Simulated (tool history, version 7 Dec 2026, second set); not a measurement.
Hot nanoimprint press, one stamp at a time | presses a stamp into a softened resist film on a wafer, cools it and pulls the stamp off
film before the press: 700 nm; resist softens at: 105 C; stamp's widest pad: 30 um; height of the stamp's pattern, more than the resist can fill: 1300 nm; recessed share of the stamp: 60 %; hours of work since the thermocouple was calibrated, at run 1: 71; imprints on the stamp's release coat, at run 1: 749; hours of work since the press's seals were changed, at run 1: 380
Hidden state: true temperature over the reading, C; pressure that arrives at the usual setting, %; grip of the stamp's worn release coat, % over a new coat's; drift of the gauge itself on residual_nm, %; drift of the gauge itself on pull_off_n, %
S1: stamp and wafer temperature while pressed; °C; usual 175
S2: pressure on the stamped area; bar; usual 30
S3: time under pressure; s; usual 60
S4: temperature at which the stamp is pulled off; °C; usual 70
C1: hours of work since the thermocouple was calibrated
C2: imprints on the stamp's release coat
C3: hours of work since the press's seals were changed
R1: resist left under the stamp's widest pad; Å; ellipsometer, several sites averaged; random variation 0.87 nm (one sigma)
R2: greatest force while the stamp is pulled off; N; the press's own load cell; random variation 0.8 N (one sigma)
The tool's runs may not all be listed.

Run 1, day 0: usual settings; C1 71; C2 749; C3 380. Result: R1 2668 Å, R2 105.1 N.
Run 2, day 3.783: usual settings; C1 107; C2 997; C3 417. Result: R1 2688 Å, R2 106.6 N.
At day 5.192: stamp cleaned and given a new release coat.
Run 3, day 5.817: usual settings but S3 73 s; C1 125; C2 41; C3 434. Result: R1 2479 Å, R2 100.8 N.
Run 4, day 7.975: usual settings but S3 73 s; C1 145; C2 182; C3 455. Result: R1 2490 Å, R2 99.6 N.
Run 5, day 12.15: usual settings; C1 186; C2 456; C3 495. Result: R1 2715 Å, R2 102.8 N.
At day 13.85: press's hydraulic seals changed and the load cell set to zero.
Run 6, day 14.525: usual settings; C1 205; C2 590; C3 7. Result: R1 2671 Å, R2 103.8 N.
Run 7, day 17.833: usual settings; C1 237; C2 806; C3 38. Result: R1 2705 Å, R2 106.6 N.
Run 8, day 20.521: usual settings but S2 20.6 bar; C1 263; C2 982; C3 64. Result: R1 3216 Å, R2 108.9 N.
At day 22.179: stamp cleaned and given a new release coat.
Run 9, day 23.092: usual settings but S2 20.6 bar; C1 286; C2 60; C3 87. Result: R1 3219 Å, R2 101.1 N.
At day 24.179: plate thermocouple calibrated.
Run 10, day 26.267: usual settings but S2 20.6 bar; C1 20; C2 260; C3 116. Result: R1 3286 Å, R2 102.7 N.
Run 11, day 28.638: usual settings but S2 20.6 bar; C1 43; C2 415; C3 139. Result: R1 3315 Å, R2 106.3 N.
Run 12, day 32.708: usual settings but S2 38.2 bar, S3 53 s; C1 82; C2 682; C3 178. Result: R1 2615 Å, R2 108 N.
Run 13, day 35.596: usual settings but S1 181 °C, S2 20.3 bar, S3 61 s, S4 60 °C; C1 110; C2 871; C3 206. Result: R1 2790 Å, R2 125.6 N.
At day 38.938: stamp cleaned and given a new release coat.
Run 14, day 39.096: usual settings but S1 181 °C, S2 20.3 bar, S3 61 s, S4 60 °C; C1 141; C2 10; C3 237. Result: R1 2797 Å, R2 120.4 N.
Run 15, day 41.346: usual settings but S1 181 °C, S2 20.3 bar, S3 61 s, S4 60 °C; C1 163; C2 157; C3 259. Result: R1 2809 Å, R2 120 N.
Run 16, day 45.246: usual settings but S1 181 °C, S2 20.3 bar, S3 61 s, S4 60 °C; C1 201; C2 413; C3 297. Result: R1 2816 Å, R2 123.1 N.
At day 47.817: plate thermocouple calibrated, once more.
Run 17, day 47.933: usual settings but S1 180 °C; C1 1; C2 581; C3 321. Result: R1 2309 Å, R2 103.1 N.
Run 18, day 50.483: usual settings but S2 28.5 bar, S3 44 s, S4 76 °C; C1 26; C2 748; C3 346. Result: R1 3094 Å, R2 96.3 N.
Run 19, day 53.962: usual settings but S1 181 °C, S2 26.6 bar, S3 44 s, S4 69 °C; C1 59; C2 976; C3 379. Result: R1 2715 Å, R2 111.4 N.
At day 55.721: stamp cleaned and given a new release coat.
Run 20, day 57.204: usual settings but S1 185 °C, S2 29.1 bar, S3 95 s; C1 88; C2 98; C3 408. Result: R1 1658 Å, R2 100.2 N.
Run 21, day 61.033: usual settings but S1 171 °C, S2 29.1 bar, S3 113 s, S4 73 °C; C1 125; C2 348; C3 445. Result: R1 2440 Å, R2 96.3 N.

5 ways to go on from here, each from the tool as it stands after run 21. What would each give?
Run A, day 63.954: usual settings but S1 172 °C, S3 57 s, S4 78 °C; C1 153; C2 540; C3 473. Result: R1 ?, R2 ?.
Run B, day 63.954: usual settings but S1 171 °C, S2 29.1 bar, S3 63 s, S4 73 °C; C1 153; C2 540; C3 473. Result: R1 ?, R2 ?.
Run C, day 63.954: usual settings but S1 171 °C, S2 46.4 bar, S3 77 s, S4 73 °C; C1 153; C2 540; C3 473. Result: R1 ?, R2 ?.
Run D, day 63.954: usual settings but S1 168 °C; C1 153; C2 540; C3 473. Result: R1 ?, R2 ?.
Run E, day 63.954: usual settings but S2 24 bar, S3 66 s, S4 73 °C; C1 153; C2 540; C3 473. Result: R1 ?, R2 ?.

run    R1     R2
  A  3066   90.5
  B  3087   98.7
  C  2314   99.8
  D  3397  105.4
  E  2930     99
Without the tool's hidden state the same runs would have given:
run    R1    R2
  A  2953  85.2
  B  2975  92.9
  C  2198    94
  D  3274  99.4
  E  2833  93.3
